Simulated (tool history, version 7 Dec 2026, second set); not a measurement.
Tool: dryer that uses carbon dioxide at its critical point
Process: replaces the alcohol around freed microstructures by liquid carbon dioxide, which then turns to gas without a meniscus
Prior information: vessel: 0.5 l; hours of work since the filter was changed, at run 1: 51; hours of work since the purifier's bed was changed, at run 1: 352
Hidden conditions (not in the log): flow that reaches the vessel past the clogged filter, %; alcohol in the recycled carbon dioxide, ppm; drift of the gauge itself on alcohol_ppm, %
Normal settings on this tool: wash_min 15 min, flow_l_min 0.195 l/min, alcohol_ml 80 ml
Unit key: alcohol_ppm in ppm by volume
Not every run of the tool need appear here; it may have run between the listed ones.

run	hour	wash_min	flow_l_min	alcohol_ml	hours of work since the filter was changed	hours of work since the purifier's bed was changed	alcohol_ppm
1	0	15	0.195	80	51	352	1887
2	19.7	15	0.195	80	64	365	1929
3	38.3	15	0.195	80	77	377	1915
4	52.3	15	0.195	80	86	386	1949
5	70.2	15	0.195	80	98	398	1927
6	85.1	15	0.195	80	107	408	1951
7	99.9	15	0.195	80	117	418	2009
8	119.7	15	0.195	80	130	431	1983
9	137	15	0.195	107	142	442	2681
10	148	15	0.195	107	149	449	2737
11	165.5	15	0.195	107	160	461	2744
12	181.9	15	0.195	80	171	472	2051
13	201.1	15	0.253	80	184	484	614
14	218.1	15	0.253	80	195	496	596
15	235	15	0.253	80	206	507	622
16	252.4	15	0.253	80	218	518	616
17	273	15	0.253	80	231	532	617
18	284.9	15	0.253	80	239	540	658
19	298.6	15	0.253	80	248	549	641
20	313.6	15	0.195	80	258	559	2242
21	334.8	15	0.195	80	272	573	2232
22	349.4	15	0.195	80	282	582	2289
23	364.3	15	0.195	80	292	592	2231
24	377.5	15	0.195	80	300	601	2262
25	398.4	14	0.195	80	314	615	3184
26	415.2	14	0.2	86	325	626	3032
27	434.1	11	0.271	58	338	638	1610
28	446.8	13	0.271	58	346	647	771
29	458.8	13	0.271	58	354	655	765
30	480.3	13	0.271	58	368	669	778
31	491.6	13	0.271	58	376	676	802
32	506.2	18	0.259	120	385	686	353
33	519	13	0.259	33	394	694	590
34	538.6	13	0.259	33	407	707	590
35	556.5	13	0.269	67	419	719	946
36	580.1	11	0.179	30	434	735	3672
37	596.8	15	0.122	84	445	746	13098
38	607.7	16	0.122	46	452	753	6016
39	623.7	20	0.195	26	463	763	284
40	633.8	22	0.186	87	470	770	596
41	654.2	22	0.186	87	483	784	604
42	671.6	22	0.186	87	495	795	619
# hour 688.3: purifier's bed changed
43	690.7	22	0.186	87	505	2	574
44	712.2	22	0.186	87	519	16	598
45	733.7	22	0.186	87	534	30	583
46	750.9	22	0.186	87	545	41	606

Some steps in alcohol_ppm, run to run, broken into two amounts with sign: the step expected even without the hidden condition (settings, incoming material, random variation), and the rest, left for the hidden condition together with whatever gauge scatter is not in both the measured and the hidden-condition-free result:
Run 36 -> 37: wash_min 11 -> 15, flow_l_min 0.179 -> 0.122, alcohol_ml 30 -> 84. alcohol_ppm +9426 ppm by volume: hidden state +1881, all else +7545.
Run 37 -> 38: wash_min 15 -> 16, alcohol_ml 84 -> 46. alcohol_ppm -7082 ppm by volume: hidden state -1345, all else -5737.
Run 38 -> 39: wash_min 16 -> 20, flow_l_min 0.122 -> 0.195, alcohol_ml 46 -> 26. alcohol_ppm -5732 ppm by volume: hidden state -1211, all else -4521.
